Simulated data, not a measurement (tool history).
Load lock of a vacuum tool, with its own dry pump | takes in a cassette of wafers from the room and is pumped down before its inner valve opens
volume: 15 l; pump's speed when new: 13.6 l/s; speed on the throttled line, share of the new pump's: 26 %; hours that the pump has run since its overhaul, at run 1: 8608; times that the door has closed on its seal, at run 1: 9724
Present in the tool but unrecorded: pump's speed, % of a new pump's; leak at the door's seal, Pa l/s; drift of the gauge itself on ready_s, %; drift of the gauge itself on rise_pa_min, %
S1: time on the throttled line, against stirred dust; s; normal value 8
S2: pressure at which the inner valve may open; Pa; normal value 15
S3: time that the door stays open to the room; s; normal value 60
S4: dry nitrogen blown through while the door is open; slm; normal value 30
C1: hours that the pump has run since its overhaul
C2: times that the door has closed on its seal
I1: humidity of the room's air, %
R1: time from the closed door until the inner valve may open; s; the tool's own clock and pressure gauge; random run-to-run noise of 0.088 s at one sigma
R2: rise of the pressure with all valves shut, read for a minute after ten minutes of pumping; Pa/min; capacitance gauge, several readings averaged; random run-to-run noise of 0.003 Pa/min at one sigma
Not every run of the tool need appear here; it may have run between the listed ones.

run,day,S1,S2,S3,S4,C1,C2,I1,R1,R2
1,0,8,15,60,30,8608,9724,45.2,16.97,0.062
2,3.871,8,15,60,30,8701,9964,43.1,17.04,0.065
3,5.633,8,15,60,30,8743,10074,41.4,17.09,0.064
4,9.392,8,15,60,30,8833,10308,45.5,17.08,0.071
5,13.412,8,15,60,30,8930,10558,47.3,17,0.066
6,15.971,8,15,60,30,8991,10717,44.5,16.96,0.07
7,19.008,8,15,60,30,9064,10906,45,17.04,0.064
8,22.762,8,15,129,30,9154,11140,45,17.09,0.083
9,25.933,8,15,129,30,9230,11337,46,17.03,0.075
10,29.867,10,15,60,30,9325,11582,42.3,18.55,0.074
11,32.875,10,15,60,30,9397,11769,46.5,18.38,0.071
12,35.371,14,15,60,30,9457,11924,45.8,21.21,0.072
13,37.862,14,15,60,30,9517,12079,47.6,21.35,0.076
14,40.183,8,15,97,6,9572,12223,46.1,17.1,0.117
15,42.304,8,15,97,6,9623,12355,43,17.09,0.109
16,45.7,8,15,101,6,9705,12566,41.2,17.21,0.109
17,48.667,15,11,43,6,9776,12751,42.4,22.47,0.089
18,51.612,5,11,43,6,9847,12934,47.5,15.47,0.098
19,55.154,9,16,90,39,9932,13155,44.9,17.63,0.084
20,58.688,8,29,33,30,10016,13374,46.6,16.14,0.073
21,62.6,8,29,33,30,10110,13618,43.8,16.49,0.076
22,65.083,8,28,32,33,10170,13772,47.2,16.44,0.078
23,68.408,8,28,229,42,10250,13979,43.8,16.43,0.105
24,72.279,8,28,62,11,10343,14220,46.2,16.38,0.102
25,74.554,15,11,60,9,10397,14361,47.5,22.34,0.111

Branching from run 25: 3 alternative next runs. What would each branch give?
A,77.021,11,15,60,4,10456,14515,42,?,?
B,77.021,7,28,60,30,10456,14515,44.7,?,?
C,77.021,15,11,213,9,10456,14515,44.5,?,?

run,R1,R2
A,19.29,0.111
B,15.66,0.087
C,22.38,0.149
Without the tool's hidden state the same runs would have given:
run,R1,R2
A,17.87,0.054
B,14.19,0.029
C,21.1,0.091
